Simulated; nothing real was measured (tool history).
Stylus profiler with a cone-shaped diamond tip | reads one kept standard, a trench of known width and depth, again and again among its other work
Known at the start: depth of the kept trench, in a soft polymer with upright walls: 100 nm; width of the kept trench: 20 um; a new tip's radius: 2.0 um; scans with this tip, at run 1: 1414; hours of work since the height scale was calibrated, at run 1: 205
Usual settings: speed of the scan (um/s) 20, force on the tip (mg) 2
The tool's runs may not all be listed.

run	hour	speed of the scan (um/s)	force on the tip (mg)	scans with this tip	hours of work since the height scale was calibrated	depth of the trench (Å)	width of the trench's floor (um)
1	0	20	2	1414	205	1008.9	18.61
2	41.7	20	2	1606	233	1009.3	18.63
3	73.2	20	2.06	1751	254	1009.2	18.64
4	98.7	20	2.06	1868	271	1007.6	18.57
5	138.7	76	2	2052	298	1008.5	18.49
6	171.4	76	2	2203	320	1008.1	18.49
7	199.4	52	4.38	2331	338	1015.1	18.57
8	233.1	52	4.38	2487	361	1015.1	18.6
9	257.6	63	3.15	2599	377	1011.9	18.51
10	277.6	63	3.15	2691	390	1010.7	18.53

Some steps in depth of the trench (Å) between neighbouring runs. How much of each would the tool show without its hidden state too (settings, what came in, random variation), and how much is left for the hidden state, with any gauge scatter that isn't in both results?
The hidden state here: radius of the tip, um; height scale over the true one, %; drift of the gauge itself on depth_nm, %; drift of the gauge itself on floor_um, %.
Run 5 -> 6: no setting changed, nothing entered. depth of the trench (Å) -0.4: hidden state -0.2, all else -0.2.
Run 6 -> 7: speed of the scan (um/s) 76 -> 52, force on the tip (mg) 2 -> 4.38. depth of the trench (Å) +7: hidden state +0, all else +7.
